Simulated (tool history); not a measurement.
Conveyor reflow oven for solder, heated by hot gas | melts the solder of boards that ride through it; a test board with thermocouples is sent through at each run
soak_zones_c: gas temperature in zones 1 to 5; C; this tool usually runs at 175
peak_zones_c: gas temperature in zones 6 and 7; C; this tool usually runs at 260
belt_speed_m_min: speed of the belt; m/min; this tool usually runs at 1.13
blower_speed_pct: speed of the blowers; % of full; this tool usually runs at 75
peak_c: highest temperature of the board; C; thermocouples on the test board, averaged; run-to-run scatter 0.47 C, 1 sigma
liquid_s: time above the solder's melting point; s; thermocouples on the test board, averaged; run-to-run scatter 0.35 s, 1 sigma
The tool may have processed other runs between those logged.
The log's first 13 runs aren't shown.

run   hour  soak_zones_c  peak_zones_c  belt_speed_m_min  blower_speed_pct  peak_c  liquid_s
 14  145.8           175           260              1.13                75   240.9      25.6
 15  152.5           175           260              1.13                75   240.6      25.5
 16    168           182           260              1.13                75   241.7      27.6
 17  183.4           182           257              1.13                59   236.8      23.9
 18  196.6           182           267              1.13                68   246.7      30.4
 19  207.4           170           272              1.15                78   250.2      28.2
 20  215.4           175           262              1.14                75     243      25.7
 21  230.8           182           256              1.25                86   238.4      23.2
 22  240.1           162           272              1.25                86   246.1        23
 23  248.5           175           260               1.2                63   234.5      20.1
 24  260.7           175           260               1.2                63     236      19.6
 25  273.1           175           260               1.2                63     236      19.8
 26  283.1           175           260               1.2                63   235.9      20.3
 27  292.4           175           260               1.2                63   236.2      20.4
 28  307.9           175           260               1.2                63   236.4      20.3
 29  323.1           185           260               1.2                73   240.2        25
 30  338.1           185           260              1.36                54   230.2      14.5
 31  353.6           175           251              1.13                65   230.9      18.7
 32  366.2           166           267              1.13                75   244.5      26.2

Consider 3 possible next runs. They are alternatives, not a sequence: every one starts from the tool as it was left by run 32. What does each give?
     377.7  -- flux residue cleaned out of gas plates and filters
  A  378.2           166           251              1.11                77       ?         ?
     377.7  -- flux residue cleaned out of gas plates and filters
  B  378.2           172           260              1.25                67       ?         ?
     377.7  -- flux residue cleaned out of gas plates and filters
  C  378.2           175           251              1.26                75       ?         ?

run  peak_c  liquid_s
  A   232.8      19.4
  B   234.1      18.3
  C   230.4      15.4
Had the tool no hidden state, the same runs would have come out as:
run  peak_c  liquid_s
  A   232.8      19.4
  B   234.1      18.3
  C   230.4      15.4
